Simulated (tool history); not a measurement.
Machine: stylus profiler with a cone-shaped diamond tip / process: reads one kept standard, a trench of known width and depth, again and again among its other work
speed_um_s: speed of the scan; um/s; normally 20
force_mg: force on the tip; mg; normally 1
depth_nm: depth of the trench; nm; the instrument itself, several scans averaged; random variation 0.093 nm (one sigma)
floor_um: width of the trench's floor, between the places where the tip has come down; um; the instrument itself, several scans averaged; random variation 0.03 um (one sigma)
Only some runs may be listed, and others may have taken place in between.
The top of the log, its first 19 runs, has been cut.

run	hour	speed_um_s	force_mg	scans with this tip	hours of work since the height scale was calibrated	depth_nm	floor_um
20	1103.9	20	1	6669	80	201.05	46.97
21	1141.1	20	2.3	6949	109	202.34	46.89
22	1210.5	20	2.3	7473	162	202.29	46.82
23	1283.3	20	1	8023	218	201.06	46.66
# hour 1334: new tip fitted, height scale calibrated
24	1334.5	42	1.37	4	0	202.16	48.03
25	1408	32	0.5	559	57	201.13	47.79
# hour 1472.5: height scale calibrated on a step standard, once more
26	1473.5	32	0.5	1050	1	201.26	47.74
27	1514.9	70	1.77	1362	33	202.54	47.55
28	1549.2	70	1.77	1621	59	202.67	47.52
29	1618.7	10	2.5	2146	113	203.43	47.74
30	1667	69	0.91	2511	150	201.49	47.22
31	1723.3	69	0.91	2936	193	201.63	47.15
32	1794.8	69	0.91	3476	248	201.72	46.98
33	1828.7	19	1.72	3731	274	202.43	47.36
34	1904.1	20	0.74	4301	333	201.38	47.29
35	1936.5	20	0.74	4545	358	201.43	47.18
36	2004.5	20	0.74	5059	410	201.33	47.07
37	2071.9	48	0.4	5567	462	200.64	46.68
38	2151.2	20	1.37	6166	523	201.83	47
39	2183.9	20	1.37	6413	548	201.84	46.94
40	2255.7	10	0.4	6955	604	200.6	46.88
41	2308	5	2.32	7350	644	202.66	46.9
42	2379	32	1	7886	699	201.43	46.62
43	2415.3	60	0.44	8160	726	200.55	46.18
# hour 2446.9: new tip fitted, height scale calibrated
44	2477.8	34	2.08	234	24	202.96	48.1

What does the tool deliver on the next run?
45	2546.2	34	2.08	750	77	?	?

Run 45 yielded depth_nm 202.85 nm, floor_um 47.99 um.
The same run, on a tool lacking any hidden state, would have yielded depth_nm 202.87 nm, floor_um 48.15 um.
